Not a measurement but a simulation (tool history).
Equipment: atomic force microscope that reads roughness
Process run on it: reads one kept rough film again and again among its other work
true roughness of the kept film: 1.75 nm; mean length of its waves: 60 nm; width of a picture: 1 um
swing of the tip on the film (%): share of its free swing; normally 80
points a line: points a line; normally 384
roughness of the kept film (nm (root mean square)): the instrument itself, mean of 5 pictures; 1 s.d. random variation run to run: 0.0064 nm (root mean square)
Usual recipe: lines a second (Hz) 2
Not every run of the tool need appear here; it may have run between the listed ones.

run   hour  lines a second (Hz)  swing of the tip on the film (%)  points a line  roughness of the kept film (nm (root mean square))
  1      0                    2                                80            384                                               1.396
        39  -- new tip fitted
  2   54.3                    2                                80            384                                                1.39
      89.7  -- new tip fitted
  3  113.9                    2                                74            384                                               1.459
     138.6  -- new tip fitted
  4  150.4                    2                                74            384                                               1.449
     187.7  -- new tip fitted
  5    206                    2                                74            384                                               1.463
     237.5  -- new tip fitted
  6    267                    2                                74            384                                               1.458
     287.2  -- new tip fitted
  7  300.6                    2                                74            384                                               1.455
  8  334.3                    2                                80            384                                               1.389
     340.3  -- new tip fitted
  9  366.5                    2                                80            384                                                1.39
     390.6  -- new tip fitted
 10  415.5                    2                                80            384                                               1.394
     441.2  -- new tip fitted
 11  472.3                    2                                80            384                                               1.378
     492.6  -- new tip fitted
 12  498.3                 1.85                                77            738                                                1.46
     542.4  -- new tip fitted
 13  554.8                 1.85                                77            492                                               1.448
     593.3  -- new tip fitted
 14  597.2                 1.23                                77            537                                               1.523
 15  629.5                 3.27                                58            299                                               1.527
     642.8  -- new tip fitted
 16  673.4                 2.97                                80            796                                               1.264
     691.5  -- new tip fitted
 17  723.5                 2.97                                80            796                                               1.267
     741.1  -- new tip fitted
 18  772.2                 1.49                                84            796                                               1.415
       791  -- new tip fitted
 19  819.6                 0.67                                86            796                                               1.536
     840.6  -- new tip fitted
 20  855.1                 3.65                                80            485                                               1.215

Each run again, without the hidden state but with its own random variation kept:
What the log doesn't record here: radius of the tip, nm; height scale over the true one, %; drift of the gauge itself on roughness_nm, %.
run  roughness of the kept film (nm (root mean square))
  1                                               1.409
  2                                               1.405
  3                                               1.482
  4                                               1.462
  5                                               1.484
  6                                               1.485
  7                                                1.47
  8                                               1.425
  9                                               1.414
 10                                               1.419
 11                                               1.407
 12                                               1.473
 13                                               1.466
 14                                               1.535
 15                                               1.564
 16                                                1.29
 17                                               1.295
 18                                               1.446
 19                                               1.572
 20                                               1.232

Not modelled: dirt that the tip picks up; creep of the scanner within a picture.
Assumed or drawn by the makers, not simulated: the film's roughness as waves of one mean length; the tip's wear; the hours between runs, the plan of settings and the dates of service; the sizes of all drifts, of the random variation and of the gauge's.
